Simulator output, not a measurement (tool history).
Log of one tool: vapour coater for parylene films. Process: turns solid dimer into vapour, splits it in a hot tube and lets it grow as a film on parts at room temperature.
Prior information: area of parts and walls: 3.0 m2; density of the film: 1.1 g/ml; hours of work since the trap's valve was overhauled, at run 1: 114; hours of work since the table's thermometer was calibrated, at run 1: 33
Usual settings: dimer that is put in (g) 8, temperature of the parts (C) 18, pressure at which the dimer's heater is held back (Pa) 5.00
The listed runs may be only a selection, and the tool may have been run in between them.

| run | hour | dimer that is put in (g) | temperature of the parts (C) | pressure at which the dimer's heater is held back (Pa) | hours of work since the trap's valve was overhauled | hours of work since the table's thermometer was calibrated | thickness of the film (µm) |
|---|---|---|---|---|---|---|---|
| 1 | 0.0 | 8 | 18 | 5.00 | 114 | 33 | 1.781 |
| 2 | 10.8 | 8 | 18 | 5.00 | 122 | 41 | 1.776 |
| 3 | 23.2 | 8 | 18 | 5.00 | 132 | 51 | 1.778 |
| 4 | 40.5 | 8 | 18 | 5.00 | 146 | 65 | 1.777 |
| 5 | 59.1 | 8 | 18 | 5.00 | 161 | 80 | 1.758 |
| 6 | 68.2 | 8 | 18 | 5.00 | 168 | 87 | 1.765 |
| 7 | 86.2 | 8 | 18 | 5.00 | 182 | 101 | 1.750 |
| 8 | 95.8 | 8 | 18 | 5.00 | 190 | 109 | 1.755 |
| 9 | 113.9 | 8 | 18 | 5.00 | 204 | 123 | 1.769 |
| 10 | 132.3 | 8 | 18 | 5.00 | 219 | 138 | 1.751 |
| 11 | 148.4 | 8 | 18 | 5.00 | 231 | 150 | 1.742 |
| 12 | 158.0 | 8 | 18 | 5.00 | 239 | 158 | 1.748 |
| 13 | 166.2 | 8 | 18 | 5.00 | 246 | 164 | 1.749 |
| 14 | 177.2 | 8 | 18 | 5.00 | 254 | 173 | 1.750 |
| 15 | 192.8 | 8 | 18 | 2.99 | 267 | 186 | 1.957 |
| 16 | 206.7 | 8 | 18 | 6.48 | 278 | 197 | 1.637 |
| 17 | 223.2 | 8 | 18 | 6.48 | 291 | 210 | 1.632 |
| 18 | 241.4 | 8 | 18 | 6.48 | 305 | 224 | 1.619 |
| 19 | 259.8 | 8 | 18 | 5.00 | 320 | 239 | 1.722 |
| 20 | 274.6 | 8 | 18 | 5.00 | 331 | 250 | 1.715 |
| 21 | 291.2 | 8 | 18 | 11.09 | 345 | 264 | 1.439 |
| 22 | 309.7 | 8 | 18 | 11.09 | 359 | 278 | 1.433 |
| 23 | 324.8 | 8 | 28 | 5.00 | 371 | 290 | 1.381 |
| 24 | 340.0 | 8 | 28 | 5.00 | 383 | 302 | 1.382 |
| 25 | 355.8 | 8 | 28 | 5.00 | 396 | 315 | 1.372 |
| 26 | 363.5 | 8 | 28 | 5.00 | 402 | 321 | 1.367 |
| 27 | 374.1 | 14 | 18 | 4.43 | 410 | 329 | 3.049 |
| 28 | 389.8 | 14 | 24 | 4.43 | 423 | 342 | 2.685 |
| 29 | 407.3 | 6 | 22 | 8.35 | 437 | 356 | 1.038 |
| 30 | 420.0 | 8 | 22 | 4.47 | 447 | 366 | 1.581 |
| 31 | 430.9 | 4 | 19 | 5.91 | 455 | 374 | 0.803 |
|  | 433.6 | table's thermometer calibrated |
| 32 | 441.7 | 3 | 17 | 5.91 | 463 | 6 | 0.626 |
| 33 | 451.4 | 7 | 24 | 3.27 | 471 | 14 | 1.445 |
| 34 | 465.8 | 5 | 21 | 5.00 | 482 | 25 | 0.983 |
| 35 | 478.3 | 9 | 18 | 8.90 | 492 | 35 | 1.651 |
| 36 | 496.3 | 8 | 14 | 9.61 | 506 | 50 | 1.564 |
| 37 | 513.2 | 8 | 14 | 9.61 | 520 | 63 | 1.563 |
| 38 | 524.5 | 8 | 14 | 10.16 | 529 | 72 | 1.551 |
| 39 | 534.8 | 8 | 20 | 2.15 | 537 | 80 | 1.928 |
|  | 539.3 | table's thermometer calibrated, once more |
| 40 | 554.4 | 8 | 20 | 2.15 | 552 | 12 | 1.880 |
| 41 | 565.8 | 4 | 14 | 6.04 | 561 | 21 | 0.836 |
| 42 | 573.6 | 5 | 19 | 5.00 | 567 | 27 | 0.989 |
| 43 | 589.7 | 3 | 28 | 4.35 | 580 | 40 | 0.502 |
|  | 604.4 | trap's valve overhauled |
| 44 | 607.8 | 3 | 28 | 4.35 | 3 | 51 | 0.568 |
| 45 | 616.5 | 3 | 21 | 4.35 | 10 | 58 | 0.664 |
| 46 | 633.4 | 4 | 21 | 2.16 | 23 | 71 | 1.032 |

Predict each of these 5 candidate next runs independently; none follows another, all start after run 46:
| A | 641.6 | 3 | 18 | 4.85 | 30 | 78 | ? |
| B | 641.6 | 8 | 14 | 5.00 | 30 | 78 | ? |
| C | 641.6 | 8 | 11 | 2.13 | 30 | 78 | ? |
| D | 641.6 | 4 | 17 | 11.77 | 30 | 78 | ? |
| E | 641.6 | 8 | 25 | 8.18 | 30 | 78 | ? |

| run | thickness of the film (µm) |
|---|---|
| A | 0.687 |
| B | 1.991 |
| C | 2.364 |
| D | 0.771 |
| E | 1.401 |
Had the tool no hidden state, the same runs would have come out as:
| run | thickness of the film (µm) |
|---|---|
| A | 0.690 |
| B | 2.000 |
| C | 2.381 |
| D | 0.775 |
| E | 1.407 |
